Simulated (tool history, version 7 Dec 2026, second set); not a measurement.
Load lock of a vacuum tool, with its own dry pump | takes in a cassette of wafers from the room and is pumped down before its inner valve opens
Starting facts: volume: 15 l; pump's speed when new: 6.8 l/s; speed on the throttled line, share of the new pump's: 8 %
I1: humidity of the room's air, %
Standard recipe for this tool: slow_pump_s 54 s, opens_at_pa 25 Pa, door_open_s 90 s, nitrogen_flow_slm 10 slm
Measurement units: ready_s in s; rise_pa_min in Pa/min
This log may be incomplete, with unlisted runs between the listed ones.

Run 1, day 0.000: usual settings; I1 45.3. Result: ready_s 69.2 s, rise_pa_min 0.134 Pa/min.
Run 2, day 6.317: usual settings; I1 45.1. Result: ready_s 69.5 s, rise_pa_min 0.141 Pa/min.
Run 3, day 14.104: usual settings but door_open_s 123 s; I1 43.7. Result: ready_s 69.3 s, rise_pa_min 0.163 Pa/min.
Run 4, day 23.242: usual settings but door_open_s 123 s; I1 43.9. Result: ready_s 69.9 s, rise_pa_min 0.155 Pa/min.
Run 5, day 34.104: usual settings but door_open_s 123 s; I1 48.0. Result: ready_s 69.3 s, rise_pa_min 0.175 Pa/min.
Run 6, day 45.058: usual settings but door_open_s 123 s; I1 46.6. Result: ready_s 69.7 s, rise_pa_min 0.173 Pa/min.
Run 7, day 57.717: usual settings but door_open_s 123 s; I1 43.7. Result: ready_s 69.6 s, rise_pa_min 0.175 Pa/min.
Run 8, day 66.096: usual settings but door_open_s 123 s; I1 46.4. Result: ready_s 69.2 s, rise_pa_min 0.184 Pa/min.
Run 9, day 76.183: usual settings but door_open_s 123 s; I1 43.3. Result: ready_s 69.8 s, rise_pa_min 0.178 Pa/min.
Run 10, day 87.838: usual settings but door_open_s 123 s; I1 42.7. Result: ready_s 69.8 s, rise_pa_min 0.179 Pa/min.
Run 11, day 95.829: usual settings; I1 47.9. Result: ready_s 69.5 s, rise_pa_min 0.167 Pa/min.
Run 12, day 105.183: usual settings; I1 44.2. Result: ready_s 69.6 s, rise_pa_min 0.159 Pa/min.
Run 13, day 115.958: usual settings; I1 47.1. Result: ready_s 69.9 s, rise_pa_min 0.164 Pa/min.
Run 14, day 123.758: usual settings; I1 46.3. Result: ready_s 69.6 s, rise_pa_min 0.171 Pa/min.
Run 15, day 132.167: usual settings; I1 42.4. Result: ready_s 70.1 s, rise_pa_min 0.167 Pa/min.
Run 16, day 141.900: usual settings but opens_at_pa 21 Pa, nitrogen_flow_slm 45 slm; I1 44.7. Result: ready_s 70.4 s, rise_pa_min 0.120 Pa/min.
Run 17, day 150.354: usual settings but opens_at_pa 36 Pa, nitrogen_flow_slm 27 slm; I1 48.3. Result: ready_s 69.2 s, rise_pa_min 0.144 Pa/min.
At day 156.646: dry pump taken out, an overhauled one fitted.
Run 18, day 157.817: usual settings but slow_pump_s 48 s, opens_at_pa 36 Pa, nitrogen_flow_slm 25 slm; I1 43.5. Result: ready_s 61.5 s, rise_pa_min 0.147 Pa/min.
Run 19, day 169.404: usual settings but opens_at_pa 30 Pa, nitrogen_flow_slm 20 slm; I1 43.6. Result: ready_s 67.6 s, rise_pa_min 0.156 Pa/min.
Run 20, day 174.917: usual settings but slow_pump_s 70 s, door_open_s 48 s; I1 44.6. Result: ready_s 82.6 s, rise_pa_min 0.151 Pa/min.
Run 21, day 182.583: usual settings but slow_pump_s 70 s, door_open_s 26 s, nitrogen_flow_slm 8 slm; I1 42.6. Result: ready_s 82.6 s, rise_pa_min 0.130 Pa/min.
Run 22, day 194.796: usual settings but slow_pump_s 70 s, door_open_s 26 s, nitrogen_flow_slm 8 slm; I1 50.7. Result: ready_s 82.8 s, rise_pa_min 0.147 Pa/min.
Run 23, day 204.038: usual settings but slow_pump_s 77 s, opens_at_pa 36 Pa, door_open_s 109 s, nitrogen_flow_slm 14 slm; I1 47.1. Result: ready_s 87.9 s, rise_pa_min 0.195 Pa/min.
Run 24, day 210.796: usual settings but slow_pump_s 66 s, opens_at_pa 29 Pa, door_open_s 180 s, nitrogen_flow_slm 18 slm; I1 45.3. Result: ready_s 78.5 s, rise_pa_min 0.221 Pa/min.
Run 25, day 220.462: usual settings but slow_pump_s 59 s, opens_at_pa 38 Pa, door_open_s 212 s, nitrogen_flow_slm 16 slm; I1 47.6. Result: ready_s 71.5 s, rise_pa_min 0.256 Pa/min.
Run 26, day 226.046: usual settings but slow_pump_s 59 s, opens_at_pa 38 Pa, door_open_s 212 s, nitrogen_flow_slm 16 slm; I1 46.1. Result: ready_s 71.5 s, rise_pa_min 0.244 Pa/min.
Run 27, day 232.488: usual settings but opens_at_pa 47 Pa, door_open_s 30 s; I1 49.0. Result: ready_s 66.6 s, rise_pa_min 0.155 Pa/min.
Run 28, day 241.146: usual settings but nitrogen_flow_slm 6 slm; I1 49.8. Result: ready_s 68.1 s, rise_pa_min 0.230 Pa/min.
Run 29, day 250.133: usual settings but nitrogen_flow_slm 6 slm; I1 43.9. Result: ready_s 68.2 s, rise_pa_min 0.227 Pa/min.

Below are 3 alternative next runs, each starting from the tool's condition after run 29. Predict each:
Run A, day 262.400: usual settings but slow_pump_s 64 s, door_open_s 164 s, nitrogen_flow_slm 6 slm; I1 47.4. Result: ready_s ?, rise_pa_min ?.
Run B, day 262.400: usual settings but door_open_s 77 s; I1 46.7. Result: ready_s ?, rise_pa_min ?.
Run C, day 262.400: usual settings but door_open_s 62 s, nitrogen_flow_slm 15 slm; I1 43.6. Result: ready_s ?, rise_pa_min ?.

run  ready_s  rise_pa_min
  A     76.9        0.301
  B     68.4        0.211
  C     68.4        0.180
What these runs would have given with no unlogged condition in the tool:
run  ready_s  rise_pa_min
  A     76.7        0.187
  B     68.1        0.096
  C     68.1        0.066
